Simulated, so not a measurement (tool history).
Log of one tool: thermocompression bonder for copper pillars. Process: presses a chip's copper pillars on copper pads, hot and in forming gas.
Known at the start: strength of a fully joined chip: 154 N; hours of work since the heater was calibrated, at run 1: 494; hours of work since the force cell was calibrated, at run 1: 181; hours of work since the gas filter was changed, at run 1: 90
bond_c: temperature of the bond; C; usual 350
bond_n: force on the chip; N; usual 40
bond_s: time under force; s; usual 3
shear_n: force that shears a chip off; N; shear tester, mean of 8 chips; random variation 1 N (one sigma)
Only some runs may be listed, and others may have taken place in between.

run   hour  bond_c  bond_n  bond_s  hours of work since the heater was calibrated  hours of work since the force cell was calibrated  hours of work since the gas filter was changed  shear_n
  1      0     350      40       3                                            494                                                181                                              90     81.3
  2   16.7     329      40       3                                            503                                                191                                             100     70.2
  3   32.3     350      40       2                                            512                                                200                                             108     71.6
  4   41.3     350      40       2                                            517                                                205                                             113     71.7
  5   50.8     350      40       2                                            522                                                210                                             119     71.1
  6   59.4     350      40       2                                            527                                                215                                             124     71.6
  7   72.6     350      40       2                                            535                                                222                                             131     70.9
  8   84.2     350      40       2                                            541                                                228                                             137     70.7
  9   93.1     350      40       2                                            546                                                233                                             142     70.4
 10  109.9     350      40       2                                            555                                                243                                             152     70.8
 11  117.2     350      40       3                                            559                                                247                                             156     79.5
 12  130.2     350      40       8                                            567                                                254                                             163    107.6
 13  138.5     350      43       3                                            571                                                259                                             168     83.5
 14  154.7     368      43       3                                            580                                                268                                             177     95.7
 15  169.7     368      43       3                                            589                                                276                                             185     95.8
 16  181.2     368      43       3                                            595                                                283                                             192     94.9
 17  189.7     368      43       3                                            600                                                287                                             196     95.8

Forecast run 18:
 18  204.4     334      48       5                                            608                                                296                                             204        ?

{"run 18": {"shear_n": 92.4}}
On a tool with no hidden condition, and with the same random variation, this run would have come out at shear_n 102.6 N.

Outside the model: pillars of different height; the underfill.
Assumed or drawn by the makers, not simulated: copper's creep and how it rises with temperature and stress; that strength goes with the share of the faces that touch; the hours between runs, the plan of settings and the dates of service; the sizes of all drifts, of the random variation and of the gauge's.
